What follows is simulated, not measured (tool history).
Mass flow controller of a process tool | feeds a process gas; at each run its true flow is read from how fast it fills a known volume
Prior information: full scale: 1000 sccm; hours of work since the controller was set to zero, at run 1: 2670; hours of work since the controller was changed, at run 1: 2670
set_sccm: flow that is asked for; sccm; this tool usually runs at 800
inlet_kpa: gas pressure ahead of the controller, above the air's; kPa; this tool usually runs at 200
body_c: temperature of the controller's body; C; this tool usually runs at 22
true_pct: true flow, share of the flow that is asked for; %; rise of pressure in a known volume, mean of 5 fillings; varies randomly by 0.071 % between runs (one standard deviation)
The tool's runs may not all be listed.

run,day,set_sccm,inlet_kpa,body_c,hours of work since the controller was set to zero,hours of work since the controller was changed,true_pct
1,0,800,200,22,2670,2670,99.81
2,3.817,800,200,22,2722,2722,99.95
3,6.212,800,200,22,2754,2754,99.89
4,11.446,800,200,22,2824,2824,99.82
5,14.975,800,200,22,2872,2872,99.89
6,18.517,800,200,22,2920,2920,99.91
7,22.996,800,200,22,2980,2980,99.96
8,25.321,800,200,22,3011,3011,99.95
9,28.329,800,161,22,3052,3052,99.96
10,33.042,800,161,22,3115,3115,100.04
11,35.433,800,161,22,3148,3148,100.12
12,38.242,800,161,22,3185,3185,100.04
13,40.604,800,161,22,3217,3217,100.05
14,44.358,800,161,22,3268,3268,99.97
15,49.192,800,200,22,3333,3333,99.92
16,52.912,800,257,22,3383,3383,99.5
17,57.55,800,257,22,3445,3445,99.68
18,59.954,800,257,22,3478,3478,99.66
19,63.646,800,200,22,3528,3528,99.97
20,67.358,800,200,22,3578,3578,99.91
21,70.021,800,200,22,3614,3614,99.86
22,73.612,800,200,22,3662,3662,99.79
23,75.988,800,200,22,3694,3694,99.88
24,80.45,158,172,22,3754,3754,98.81
25,84.667,756,145,33,3811,3811,99.23
26,89.679,756,145,33,3878,3878,99.25
27,94.854,972,177,37,3948,3948,99.14
28,99.392,291,274,25,4009,4009,98.53
29,101.992,460,277,28,4044,4044,98.56
30,107.138,800,246,31,4114,4114,99.14
31,109.396,466,161,31,4144,4144,98.99
32,114.062,876,200,26,4207,4207,99.89
33,118.325,123,200,22,4264,4264,98.86
34,122.433,123,200,22,4320,4320,98.71
35,126.554,119,200,22,4375,4375,98.76
36,131.121,119,200,22,4437,4437,98.81
37,135.842,409,246,38,4500,4500,97.83
38,140.917,715,228,22,4569,4569,99.62
39,145.442,172,151,22,4630,4630,99
40,150.004,172,151,22,4691,4691,98.98
41,152.396,384,261,37,4723,4723,97.94
42,157.229,510,173,29,4788,4788,98.94
# day 159.779: controller's zero set anew
43,162.517,510,173,29,37,4859,99
44,167.283,115,150,31,101,4924,98.28

Forecast each of these 4 alternatives for the next run:
A,171.871,244,182,31,163,4985,?
B,171.871,365,187,22,163,4985,?
C,171.871,115,164,31,163,4985,?
D,171.871,211,229,28,163,4985,?

run,true_pct
A,98.41
B,99.22
C,98.22
D,98.37
Without the tool's unlogged condition, the same runs would have read:
run,true_pct
A,98.39
B,99.2
C,98.19
D,98.35
